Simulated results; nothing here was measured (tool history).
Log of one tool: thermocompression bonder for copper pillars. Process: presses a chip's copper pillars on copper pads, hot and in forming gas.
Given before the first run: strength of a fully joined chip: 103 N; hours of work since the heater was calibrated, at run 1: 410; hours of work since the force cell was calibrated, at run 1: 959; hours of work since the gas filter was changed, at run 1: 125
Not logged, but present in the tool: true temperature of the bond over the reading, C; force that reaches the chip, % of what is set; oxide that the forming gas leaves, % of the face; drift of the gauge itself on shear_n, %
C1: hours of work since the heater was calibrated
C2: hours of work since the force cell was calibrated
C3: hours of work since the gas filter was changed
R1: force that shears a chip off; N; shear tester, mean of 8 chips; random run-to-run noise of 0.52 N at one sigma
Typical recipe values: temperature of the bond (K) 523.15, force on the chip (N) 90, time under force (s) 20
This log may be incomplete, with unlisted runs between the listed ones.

Run 1, hour 0: usual settings; C1 410; C2 959; C3 125. Result: R1 57.5 N.
At hour 25: force cell calibrated.
Run 2, hour 74.3: usual settings; C1 452; C2 29; C3 167. Result: R1 55.2 N.
Run 3, hour 136.7: usual settings; C1 488; C2 65; C3 203. Result: R1 54.6 N.
Run 4, hour 180.4: usual settings; C1 514; C2 90; C3 229. Result: R1 54.7 N.
Run 5, hour 225.5: usual settings but temperature of the bond (K) 497.15; C1 540; C2 116; C3 255. Result: R1 42.5 N.
Run 6, hour 307.4: usual settings; C1 587; C2 164; C3 302. Result: R1 53.6 N.
Run 7, hour 398.7: usual settings but time under force (s) 34; C1 640; C2 217; C3 355. Result: R1 62 N.
Run 8, hour 476.9: usual settings but time under force (s) 15; C1 686; C2 262; C3 401. Result: R1 48.1 N.
At hour 543.1: forming gas filter changed.
Run 9, hour 575.4: usual settings but time under force (s) 15; C1 742; C2 319; C3 19. Result: R1 52.5 N.
Run 10, hour 668: usual settings but time under force (s) 15; C1 796; C2 373; C3 72. Result: R1 52.4 N.
Run 11, hour 765.9: usual settings but time under force (s) 15; C1 853; C2 430; C3 129. Result: R1 51.6 N.
Run 12, hour 848.1: usual settings but time under force (s) 15; C1 901; C2 477; C3 177. Result: R1 52.1 N.
Run 13, hour 900.9: usual settings but temperature of the bond (K) 552.15, force on the chip (N) 115, time under force (s) 36; C1 931; C2 508; C3 208. Result: R1 83.2 N.

Estimate the outcome of run 14 from the log above:
Run 14, hour 996.1: usual settings but temperature of the bond (K) 526.15, force on the chip (N) 93, time under force (s) 19; C1 987; C2 563; C3 263. Result: R1 ?.

For run 14 the tool returned R1 56.9 N.
On a tool with no hidden condition, and with the same random variation, this run would have come out at R1 57.7 N.
